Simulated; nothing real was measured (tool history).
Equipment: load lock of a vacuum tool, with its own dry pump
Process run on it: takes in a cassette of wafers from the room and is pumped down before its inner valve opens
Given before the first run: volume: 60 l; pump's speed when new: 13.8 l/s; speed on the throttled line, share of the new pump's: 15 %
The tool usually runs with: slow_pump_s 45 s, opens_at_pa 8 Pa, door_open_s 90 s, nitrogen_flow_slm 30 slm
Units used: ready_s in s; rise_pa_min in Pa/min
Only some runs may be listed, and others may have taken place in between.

run      day  slow_pump_s  opens_at_pa  door_open_s  nitrogen_flow_slm  incoming humidity of the room's air, %  ready_s  rise_pa_min
  1    0.000           45            8           90                 30                                    46.8     82.8        0.486
  2    4.317           45            8           90                 30                                    40.5     82.0        0.502
  3    8.525           45            7           90                 30                                    46.1     83.8        0.499
       9.246  -- door's seal changed, seat wiped
  4   13.229           45            7           90                 30                                    46.1     84.8        0.026
  5   18.567           45            7           90                 30                                    46.0     84.4        0.026
  6   25.796           45            7           90                 30                                    48.5     83.5        0.033
  7   31.171           45            7           90                 26                                    44.1     83.8        0.043
  8   35.696           45            7           90                 26                                    45.8     83.0        0.046
  9   40.758           45            7           90                 26                                    43.7     82.5        0.048
 10   45.112           45            8           90                 30                                    43.9     83.1        0.057
 11   51.721           45            8           90                 30                                    41.4     82.4        0.060
 12   55.804           45            8           90                 30                                    47.6     83.3        0.068
 13   62.392           45            8           90                 30                                    46.9     84.4        0.078
 14   65.488           45            8           90                 30                                    41.6     83.1        0.072
 15   71.804           45           15           90                  5                                    42.7     79.3        0.101
 16   78.279           22           16          115                 40                                    48.3     61.4        0.096
 17   83.333           22           16          115                 40                                    44.9     61.4        0.102
 18   89.429           22           16          115                 40                                    45.0     60.9        0.110
 19   92.929           22           16          115                 40                                    45.4     62.0        0.114
 20  100.283           48            8           90                 30                                    49.2     87.1        0.128
 21  106.883           48            8           90                 30                                    46.6     84.8        0.135
 22  113.208           56            8           94                 30                                    47.6     93.4        0.151
 23  118.054           25            8           90                 16                                    43.2     68.0        0.169
 24  122.883           68           12           90                 30                                    45.5    100.2        0.167
 25  129.162           25           16           89                 30                                    43.6     63.5        0.185

Difference, measured minus no-hidden-state, one row per run. Run-to-run variation is common to both terms; the gauge's own scatter need not be:
Hidden state present: pump's speed, % of a new pump's; leak at the door's seal, Pa l/s; drift of the gauge itself on ready_s, %; drift of the gauge itself on rise_pa_min, %.
run  ready_s  rise_pa_min
  1     +2.8       +0.459
  2     +2.8       +0.485
  3     +3.0       +0.479
  4     +3.1       +0.003
  5     +3.0       +0.007
  6     +3.1       +0.013
  7     +3.2       +0.017
  8     +3.3       +0.023
  9     +3.3       +0.027
 10     +3.5       +0.033
 11     +3.5       +0.040
 12     +3.6       +0.043
 13     +3.7       +0.051
 14     +3.7       +0.055
 15     +3.3       +0.064
 16     +3.8       +0.074
 17     +3.9       +0.079
 18     +4.0       +0.088
 19     +4.1       +0.094
 20     +4.2       +0.104
 21     +4.1       +0.119
 22     +4.2       +0.130
 23     +4.8       +0.139
 24     +3.8       +0.149
 25     +4.5       +0.161

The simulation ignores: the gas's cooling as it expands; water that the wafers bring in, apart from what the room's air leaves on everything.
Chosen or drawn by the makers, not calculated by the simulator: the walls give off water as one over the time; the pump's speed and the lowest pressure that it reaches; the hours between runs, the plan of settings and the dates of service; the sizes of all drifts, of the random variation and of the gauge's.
